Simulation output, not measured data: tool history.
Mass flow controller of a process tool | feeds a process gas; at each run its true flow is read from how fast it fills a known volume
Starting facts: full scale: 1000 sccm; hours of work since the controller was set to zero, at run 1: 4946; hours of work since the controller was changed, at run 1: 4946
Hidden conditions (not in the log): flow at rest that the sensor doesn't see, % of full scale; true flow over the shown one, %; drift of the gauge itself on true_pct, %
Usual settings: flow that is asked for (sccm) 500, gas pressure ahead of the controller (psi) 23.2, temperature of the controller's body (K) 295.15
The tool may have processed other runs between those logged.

run	hour	flow that is asked for (sccm)	gas pressure ahead of the controller (psi)	temperature of the controller's body (K)	hours of work since the controller was set to zero	hours of work since the controller was changed	true flow (%)
1	0.0	500	23.2	295.15	4946	4946	99.74
2	260.7	500	23.2	295.15	5121	5121	99.87
# hour 363.7: controller exchanged for a calibrated one
3	749.0	500	23.2	295.15	259	259	100.04
4	1021.3	500	23.2	295.15	442	442	100.19
5	1314.1	256	23.2	295.15	640	640	99.97
6	1798.6	256	23.2	295.15	966	966	100.03
7	2019.3	444	23.2	301.15	1114	1114	100.34
8	2486.1	233	23.1	295.15	1428	1428	100.22
9	2928.6	233	23.1	295.15	1726	1726	100.64
10	3140.9	297	23.1	312.15	1869	1869	100.28
11	3365.4	297	20.5	302.15	2020	2020	100.72

Each row is a separate what-if for the run after 11, all from the same tool condition, not one after another. Results?
A	3725.1	928	23.5	300.15	2262	2262	?
B	3725.1	650	34.4	302.15	2262	2262	?
C	3725.1	187	23.2	302.15	2262	2262	?
D	3725.1	297	20.5	303.15	2262	2262	?

run	true flow (%)
A	101.42
B	100.57
C	100.51
D	100.81
Without the tool's unlogged condition, the same runs would have read:
run	true flow (%)
A	100.17
B	99.33
C	99.27
D	99.57

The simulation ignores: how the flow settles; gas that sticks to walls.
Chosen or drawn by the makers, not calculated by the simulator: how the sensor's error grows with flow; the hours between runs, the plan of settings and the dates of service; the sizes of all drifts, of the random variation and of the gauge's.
